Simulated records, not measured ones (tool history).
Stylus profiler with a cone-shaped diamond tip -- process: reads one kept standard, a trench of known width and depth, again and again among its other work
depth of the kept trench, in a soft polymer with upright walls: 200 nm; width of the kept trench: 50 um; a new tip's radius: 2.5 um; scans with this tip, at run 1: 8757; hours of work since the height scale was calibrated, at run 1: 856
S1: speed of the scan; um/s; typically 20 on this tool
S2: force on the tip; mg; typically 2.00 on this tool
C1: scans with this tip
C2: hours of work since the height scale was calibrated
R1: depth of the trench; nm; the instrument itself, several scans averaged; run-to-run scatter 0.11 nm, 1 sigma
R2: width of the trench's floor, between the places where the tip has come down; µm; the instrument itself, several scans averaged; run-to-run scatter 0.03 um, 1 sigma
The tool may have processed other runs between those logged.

Run 1, hour 0.0: usual settings; C1 8757; C2 856. Result: R1 201.75 nm, R2 47.73 µm.
Run 2, hour 32.3: usual settings but S1 6 um/s; C1 8951; C2 875. Result: R1 201.63 nm, R2 47.81 µm.
Run 3, hour 61.2: usual settings but S2 1.14 mg; C1 9124; C2 891. Result: R1 201.07 nm, R2 47.76 µm.
Run 4, hour 91.8: usual settings but S2 0.83 mg; C1 9308; C2 909. Result: R1 200.67 nm, R2 47.70 µm.
Run 5, hour 113.6: usual settings but S2 0.83 mg; C1 9439; C2 922. Result: R1 200.62 nm, R2 47.68 µm.
Run 6, hour 136.5: usual settings but S2 0.83 mg; C1 9577; C2 936. Result: R1 200.82 nm, R2 47.64 µm.
Run 7, hour 153.0: usual settings but S2 0.83 mg; C1 9676; C2 945. Result: R1 200.63 nm, R2 47.73 µm.
Run 8, hour 174.7: usual settings but S2 1.96 mg; C1 9806; C2 958. Result: R1 201.72 nm, R2 47.74 µm.
Run 9, hour 211.1: usual settings but S2 1.96 mg; C1 10025; C2 979. Result: R1 201.65 nm, R2 47.73 µm.
Run 10, hour 235.6: usual settings but S1 10 um/s, S2 1.96 mg; C1 10171; C2 994. Result: R1 201.62 nm, R2 47.77 µm.
Run 11, hour 254.8: usual settings but S1 10 um/s, S2 1.96 mg; C1 10287; C2 1005. Result: R1 201.75 nm, R2 47.74 µm.
Run 12, hour 280.4: usual settings; C1 10441; C2 1020. Result: R1 201.89 nm, R2 47.73 µm.
Run 13, hour 300.4: usual settings; C1 10560; C2 1032. Result: R1 201.56 nm, R2 47.74 µm.
Run 14, hour 317.1: usual settings; C1 10661; C2 1042. Result: R1 201.46 nm, R2 47.76 µm.
Run 15, hour 343.1: usual settings; C1 10817; C2 1057. Result: R1 201.66 nm, R2 47.72 µm.
Run 16, hour 367.4: usual settings but S2 1.23 mg; C1 10963; C2 1071. Result: R1 200.89 nm, R2 47.69 µm.
Run 17, hour 406.2: usual settings but S2 1.23 mg; C1 11196; C2 1094. Result: R1 200.94 nm, R2 47.74 µm.
Run 18, hour 438.6: usual settings but S2 1.23 mg; C1 11390; C2 1113. Result: R1 200.85 nm, R2 47.75 µm.
Run 19, hour 457.5: usual settings but S2 1.23 mg; C1 11504; C2 1124. Result: R1 200.95 nm, R2 47.74 µm.
Run 20, hour 483.6: usual settings but S1 27 um/s; C1 11660; C2 1139. Result: R1 201.82 nm, R2 47.71 µm.
Run 21, hour 502.9: usual settings but S1 27 um/s; C1 11776; C2 1151. Result: R1 201.59 nm, R2 47.62 µm.
Run 22, hour 521.0: usual settings but S1 12 um/s, S2 0.82 mg; C1 11885; C2 1161. Result: R1 200.48 nm, R2 47.70 µm.
Run 23, hour 543.6: usual settings but S2 1.40 mg; C1 12021; C2 1174. Result: R1 201.22 nm, R2 47.71 µm.
Run 24, hour 562.3: usual settings but S1 70 um/s, S2 5.06 mg; C1 12133; C2 1185. Result: R1 203.47 nm, R2 47.65 µm.
Run 25, hour 600.0: usual settings but S1 70 um/s, S2 5.06 mg; C1 12360; C2 1208. Result: R1 203.40 nm, R2 47.60 µm.
Run 26, hour 623.9: usual settings but S1 14 um/s, S2 0.87 mg; C1 12503; C2 1222. Result: R1 200.58 nm, R2 47.69 µm.
Run 27, hour 647.3: usual settings but S1 10 um/s, S2 2.76 mg; C1 12643; C2 1235. Result: R1 202.12 nm, R2 47.73 µm.
Run 28, hour 665.3: usual settings but S1 10 um/s, S2 2.76 mg; C1 12752; C2 1246. Result: R1 201.89 nm, R2 47.73 µm.
Run 29, hour 687.8: usual settings but S1 70 um/s, S2 4.76 mg; C1 12887; C2 1259. Result: R1 203.06 nm, R2 47.56 µm.
Run 30, hour 723.0: usual settings but S1 31 um/s, S2 0.82 mg; C1 13098; C2 1280. Result: R1 200.60 nm, R2 47.58 µm.
Run 31, hour 740.8: usual settings but S1 31 um/s, S2 0.82 mg; C1 13205; C2 1290. Result: R1 200.60 nm, R2 47.60 µm.
Run 32, hour 762.2: usual settings but S1 54 um/s, S2 0.79 mg; C1 13334; C2 1303. Result: R1 200.50 nm, R2 47.49 µm.
Run 33, hour 779.1: usual settings but S1 54 um/s, S2 0.79 mg; C1 13435; C2 1313. Result: R1 200.38 nm, R2 47.44 µm.
Run 34, hour 816.3: usual settings but S1 19 um/s, S2 2.91 mg; C1 13658; C2 1334. Result: R1 202.27 nm, R2 47.70 µm.
Run 35, hour 840.0: usual settings but S1 19 um/s, S2 2.91 mg; C1 13801; C2 1348. Result: R1 202.04 nm, R2 47.67 µm.
Run 36, hour 857.4: usual settings but S1 12 um/s, S2 4.71 mg; C1 13905; C2 1358. Result: R1 203.37 nm, R2 47.69 µm.
Run 37, hour 883.2: usual settings but S1 10 um/s, S2 1.64 mg; C1 14060; C2 1374. Result: R1 201.17 nm, R2 47.74 µm.
Run 38, hour 914.2: usual settings but S1 33 um/s, S2 5.34 mg; C1 14246; C2 1392. Result: R1 203.44 nm, R2 47.64 µm.
Run 39, hour 938.1: usual settings but S1 78 um/s, S2 5.34 mg; C1 14389; C2 1406. Result: R1 203.47 nm, R2 47.57 µm.
Run 40, hour 959.3: usual settings but S1 12 um/s, S2 1.29 mg; C1 14517; C2 1418. Result: R1 200.92 nm, R2 47.70 µm.
Run 41, hour 983.0: usual settings but S1 12 um/s, S2 1.29 mg; C1 14659; C2 1432. Result: R1 201.09 nm, R2 47.65 µm.
Run 42, hour 999.6: usual settings but S1 27 um/s, S2 1.07 mg; C1 14759; C2 1442. Result: R1 200.47 nm, R2 47.57 µm.

Each row is a separate what-if for the run after 42, all from the same tool condition, not one after another. Results?
Run A, hour 1037.3: usual settings but S1 6 um/s, S2 2.08 mg; C1 14985; C2 1464. Result: R1 ?, R2 ?.
Run B, hour 1037.3: usual settings but S2 0.72 mg; C1 14985; C2 1464. Result: R1 ?, R2 ?.
Run C, hour 1037.3: usual settings but S1 6 um/s, S2 2.84 mg; C1 14985; C2 1464. Result: R1 ?, R2 ?.

run      R1     R2
  A  201.35  47.65
  B  200.32  47.63
  C  201.81  47.69
What these runs would have given with no unlogged condition in the tool:
run      R1     R2
  A  202.12  47.98
  B  201.08  47.95
  C  202.59  48.01

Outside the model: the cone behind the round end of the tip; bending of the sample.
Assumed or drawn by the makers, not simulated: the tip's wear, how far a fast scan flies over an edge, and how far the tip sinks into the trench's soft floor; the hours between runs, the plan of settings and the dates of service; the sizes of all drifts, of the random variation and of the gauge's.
